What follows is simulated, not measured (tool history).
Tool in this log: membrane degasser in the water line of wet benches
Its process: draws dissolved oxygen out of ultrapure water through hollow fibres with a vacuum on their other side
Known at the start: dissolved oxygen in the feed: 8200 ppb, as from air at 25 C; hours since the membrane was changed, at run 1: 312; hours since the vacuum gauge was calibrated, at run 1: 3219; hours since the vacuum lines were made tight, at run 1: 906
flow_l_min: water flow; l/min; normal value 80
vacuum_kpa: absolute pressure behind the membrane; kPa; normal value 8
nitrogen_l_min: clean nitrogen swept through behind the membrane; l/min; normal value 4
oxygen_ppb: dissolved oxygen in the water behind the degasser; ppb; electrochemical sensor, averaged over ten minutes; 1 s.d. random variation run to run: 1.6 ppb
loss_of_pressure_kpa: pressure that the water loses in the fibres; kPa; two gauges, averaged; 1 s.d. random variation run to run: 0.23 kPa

run    hour  flow_l_min  vacuum_kpa  nitrogen_l_min  hours since the membrane was changed  hours since the vacuum gauge was calibrated  hours since the vacuum lines were made tight  oxygen_ppb  loss_of_pressure_kpa
  1       0          80           8               4                                   312                                         3219                                           906       236.4                 59.02
  2      66          80           8               4                                   378                                         3285                                           972       234.4                 59.06
  3    96.5          80           8               4                                   408                                         3316                                          1002       237.2                 58.73
  4   136.8          80           8            5.15                                   448                                         3356                                          1042       186.7                 58.81
  5   165.7          80           8            5.15                                   477                                         3385                                          1071       191.5                 57.97
  6   231.9          80           8               4                                   543                                         3451                                          1138       235.7                 58.36
  7   269.1          80           8            9.56                                   581                                         3488                                          1175       112.3                 58.59
  8   313.7          80           8               4                                   625                                         3533                                          1219       235.8                 58.44
  9     341          80       10.64               4                                   653                                         3560                                          1247       352.3                 58.73
 10   391.2          80       10.64               4                                   703                                         3610                                          1297         345                 58.88
 11   421.2          80           8            6.94                                   733                                         3640                                          1327       146.1                 59.25
 12   459.8          80           8            7.66                                   771                                         3679                                          1365       136.9                 58.55
 13   504.5          80           8               4                                   816                                         3724                                          1410       235.4                 58.68
 14   550.8          80           8               4                                   862                                         3770                                          1457       233.8                 58.75
 15   608.9          80           8            3.04                                   920                                         3828                                          1515       296.5                 59.18
 16   650.9          80           8            3.04                                   962                                         3870                                          1557       298.8                 58.87
 17   699.8          80           8            3.04                                  1011                                         3919                                          1605       295.8                 59.12
 18   753.1          80           8            3.04                                  1065                                         3972                                          1659       297.2                  58.8
 19   791.9          52       18.68               4                                  1103                                         4011                                          1698       460.9                 38.44
      797.4  -- vacuum gauge calibrated
 20   820.1          90           8               4                                  1131                                           23                                          1725       274.3                 66.45
 21   862.6          51           8            6.72                                  1174                                           65                                          1768       103.2                  37.5
 22   919.9         101       18.57               4                                  1231                                          122                                          1825       824.6                 74.19
 23   950.5          99           8            8.32                                  1262                                          153                                          1856       166.6                 72.82
 24  1011.3          68       10.27            8.32                                  1322                                          214                                          1916       157.9                 50.23
 25  1064.7          53           8            7.79                                  1376                                          267                                          1970        94.5                 39.17
 26  1098.2         108        7.44            1.65                                  1409                                          301                                          2003       561.8                 79.91
       1121  -- vacuum gauge calibrated, once more
 27  1136.4         108        7.44            1.99                                  1447                                           15                                          2041       438.6                 79.76
 28  1198.8         108       13.55            2.12                                  1509                                           78                                          2103       935.2                 79.75
 29  1233.7          99        9.85            2.68                                  1544                                          113                                          2138       492.9                 72.85
 30  1279.9          99        9.85            2.68                                  1590                                          159                                          2185       489.9                 73.25
 31    1328          93       10.36           10.08                                  1639                                          207                                          2233       169.8                 68.85

Below are 5 alternative next runs, each starting from the tool's condition after run 31. Predict each:
  A  1386.6          56       13.73               4                                  1697                                          266                                          2291           ?                     ?
  B  1386.6          74       11.32            2.56                                  1697                                          266                                          2291           ?                     ?
  C  1386.6         105        18.6            7.16                                  1697                                          266                                          2291           ?                     ?
  D  1386.6          80           8            4.43                                  1697                                          266                                          2291           ?                     ?
  E  1386.6         114           8            4.38                                  1697                                          266                                          2291           ?                     ?

run  oxygen_ppb  loss_of_pressure_kpa
  A       336.8                 41.56
  B         486                    55
  C       513.6                 78.13
  D       205.5                 58.65
  E       289.5                 84.69
What these runs would have given with no unlogged condition in the tool:
run  oxygen_ppb  loss_of_pressure_kpa
  A       334.1                 40.98
  B       482.7                 54.24
  C       510.1                 77.04
  D       202.7                 57.83
  E       285.6                 83.52

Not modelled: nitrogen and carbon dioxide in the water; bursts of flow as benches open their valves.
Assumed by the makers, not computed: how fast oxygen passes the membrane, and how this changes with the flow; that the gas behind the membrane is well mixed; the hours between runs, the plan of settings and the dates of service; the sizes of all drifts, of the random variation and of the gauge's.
